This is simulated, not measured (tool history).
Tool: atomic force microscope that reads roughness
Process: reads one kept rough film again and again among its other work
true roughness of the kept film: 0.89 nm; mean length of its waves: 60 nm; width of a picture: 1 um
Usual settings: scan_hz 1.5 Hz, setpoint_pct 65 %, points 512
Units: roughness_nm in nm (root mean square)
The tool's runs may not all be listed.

run,hour,scan_hz,setpoint_pct,points,roughness_nm
1,0,1.5,65,512,0.859
2,6.6,1.5,55,512,0.874
3,15.5,1.5,55,512,0.872
4,25.7,1.5,65,512,0.852
5,32.7,1.5,65,512,0.858
6,42.3,1.5,65,512,0.854
# hour 44.7: new tip fitted
7,52.3,1.5,65,512,0.854
8,57.9,1.5,65,512,0.859
9,68.2,1.5,65,512,0.858
10,75.7,1.5,65,512,0.861
11,82.7,1.5,65,512,0.857
12,90.4,1.5,65,512,0.857
13,96.2,1.5,65,512,0.857
14,104.1,2.65,59,364,0.851
15,110.4,1.18,83,899,0.829
16,114.8,2.35,82,490,0.787

The next listed run, before its measurement:
17,122.5,1.36,65,594,?

Run 17 gave roughness_nm 0.859 nm (root mean square).
Without the tool's hidden state the same run would have given roughness_nm 0.86 nm (root mean square).
